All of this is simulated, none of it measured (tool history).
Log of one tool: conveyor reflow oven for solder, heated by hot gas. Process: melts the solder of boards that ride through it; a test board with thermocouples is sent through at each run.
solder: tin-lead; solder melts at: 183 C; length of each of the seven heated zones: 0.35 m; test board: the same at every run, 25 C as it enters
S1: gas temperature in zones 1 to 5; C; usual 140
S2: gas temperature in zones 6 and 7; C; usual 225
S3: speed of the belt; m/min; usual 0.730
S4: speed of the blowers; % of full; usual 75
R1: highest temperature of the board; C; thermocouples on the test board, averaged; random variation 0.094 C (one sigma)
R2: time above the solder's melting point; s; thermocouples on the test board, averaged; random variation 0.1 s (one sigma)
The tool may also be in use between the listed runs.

| run | day | S1 | S2 | S3 | S4 | R1 | R2 |
|---|---|---|---|---|---|---|---|
| 1 | 0.000 | 140 | 225 | 0.730 | 75 | 205.43 | 34.3 |
| 2 | 0.196 | 140 | 237 | 0.730 | 75 | 214.93 | 41.6 |
| 3 | 0.604 | 145 | 237 | 0.730 | 75 | 215.96 | 43.7 |
| 4 | 0.962 | 145 | 237 | 0.730 | 75 | 215.99 | 43.8 |
| 5 | 1.242 | 145 | 237 | 0.730 | 75 | 216.06 | 43.8 |
| 6 | 1.658 | 145 | 237 | 0.730 | 78 | 216.58 | 44.2 |
| 7 | 1.967 | 145 | 237 | 0.730 | 78 | 216.60 | 44.0 |
| 8 | 2.450 | 145 | 237 | 0.730 | 78 | 216.49 | 43.9 |
| 9 | 2.675 | 145 | 237 | 0.730 | 78 | 216.41 | 44.0 |
|  | 2.912 | flux residue cleaned out of gas plates and filters |
| 10 | 3.204 | 140 | 224 | 0.730 | 75 | 203.71 | 32.6 |
| 11 | 3.642 | 140 | 224 | 0.730 | 75 | 203.59 | 32.8 |
| 12 | 3.896 | 140 | 224 | 0.730 | 75 | 203.58 | 32.6 |
| 13 | 4.308 | 132 | 224 | 0.730 | 75 | 201.67 | 28.5 |
| 14 | 4.683 | 138 | 225 | 0.860 | 75 | 197.60 | 20.4 |
| 15 | 4.921 | 138 | 219 | 0.602 | 75 | 204.69 | 42.3 |
|  | 5.371 | flux residue cleaned out of gas plates and filters, once more |
| 16 | 5.588 | 138 | 219 | 0.602 | 75 | 207.56 | 45.9 |
| 17 | 6.054 | 140 | 231 | 0.730 | 86 | 214.66 | 42.4 |
| 18 | 6.312 | 140 | 225 | 0.828 | 73 | 202.84 | 27.9 |
| 19 | 6.562 | 146 | 225 | 0.600 | 75 | 214.05 | 54.2 |
| 20 | 6.850 | 146 | 225 | 0.600 | 75 | 213.85 | 53.8 |
| 21 | 7.146 | 146 | 225 | 0.600 | 75 | 214.01 | 53.9 |
| 22 | 7.608 | 146 | 225 | 0.697 | 75 | 210.26 | 42.9 |

Forecast run 23:
| 23 | 7.983 | 146 | 225 | 0.829 | 55 | ? | ? |

{"run 23": {"R1": 199.57, "R2": 25.2}}
Without the tool's hidden state the same run would have given R1 199.48 C, R2 25.0 s.

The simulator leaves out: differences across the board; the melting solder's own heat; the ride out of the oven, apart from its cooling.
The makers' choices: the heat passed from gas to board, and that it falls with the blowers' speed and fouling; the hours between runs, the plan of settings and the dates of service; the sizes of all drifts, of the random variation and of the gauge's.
